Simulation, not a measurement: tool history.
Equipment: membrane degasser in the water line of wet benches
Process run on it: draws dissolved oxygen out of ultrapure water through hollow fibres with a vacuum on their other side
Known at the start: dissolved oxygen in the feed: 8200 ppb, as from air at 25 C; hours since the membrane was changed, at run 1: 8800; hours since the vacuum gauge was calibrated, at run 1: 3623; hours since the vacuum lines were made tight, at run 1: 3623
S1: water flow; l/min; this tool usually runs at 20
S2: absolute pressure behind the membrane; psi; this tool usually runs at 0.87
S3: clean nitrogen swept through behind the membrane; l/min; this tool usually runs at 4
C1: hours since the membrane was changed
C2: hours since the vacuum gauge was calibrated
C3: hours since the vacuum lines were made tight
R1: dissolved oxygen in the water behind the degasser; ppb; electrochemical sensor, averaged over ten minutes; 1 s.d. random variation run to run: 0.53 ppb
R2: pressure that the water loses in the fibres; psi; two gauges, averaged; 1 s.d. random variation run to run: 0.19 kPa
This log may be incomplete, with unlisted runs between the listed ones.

run    hour  S1     S2    S3     C1    C2    C3    R1     R2
  1       0  20   0.87     4   8800  3623  3623  47.2  5.738
  2   335.9  20   0.87     4   9135  3959  3959  47.3  5.759
  3   628.2  20   0.87     4   9428  4252  4252  47.9  5.781
  4   833.9  20   0.87     4   9633  4457  4457  48.3  5.777
  5  1175.8  20   0.87     4   9975  4799  4799  48.1  5.794
  6  1336.4  20   0.87  3.25  10136  4960  4960  56.2  5.813
       1626  -- vacuum gauge calibrated
  7  1667.7  20   0.87  3.25  10467    42  5291  54.6   5.79
  8    1830  20   0.87  7.68  10629   204  5453  30.5  5.783
  9  2125.7  20   0.87  5.16  10925   500  5749  39.2  5.787
 10  2399.9  20   0.87  5.16  11199   774  6023  39.9  5.822
 11  2602.4  12   0.87     4  11401   976  6225    25  3.488
 12  2937.7  20  1.414     4  11737  1312  6561  93.7  5.796
 13  3266.7  20  1.414     4  12066  1641  6890  93.8  5.813
 14  3604.1  20  1.414     4  12403  1978  7227  94.1  5.804
 15  3827.3  20  1.414  5.46  12626  2201  7450    74  5.797
 16  4055.9  20  1.414     6  12855  2430  7679  67.2  5.831
 17    4347  26  1.152     4  13146  2721  7970   100  7.575
 18  4597.7  12  1.186  1.63  13397  2972  8221    98  3.529
 19  4861.1  20  0.632  3.05  13660  3235  8484  33.4  5.841
 20  5053.9  20  0.632  3.05  13853  3428  8677  33.7  5.845

Run 21, settings as shown, results not yet in. Your forecast:
 21  5246.7  27  0.87  3.04  14046  3621  8870   ?   ?

R1: 87.7 ppb
R2: 7.825 psi
Without the tool's hidden state the same run would have given R1 77.4 ppb, R2 7.469 psi.

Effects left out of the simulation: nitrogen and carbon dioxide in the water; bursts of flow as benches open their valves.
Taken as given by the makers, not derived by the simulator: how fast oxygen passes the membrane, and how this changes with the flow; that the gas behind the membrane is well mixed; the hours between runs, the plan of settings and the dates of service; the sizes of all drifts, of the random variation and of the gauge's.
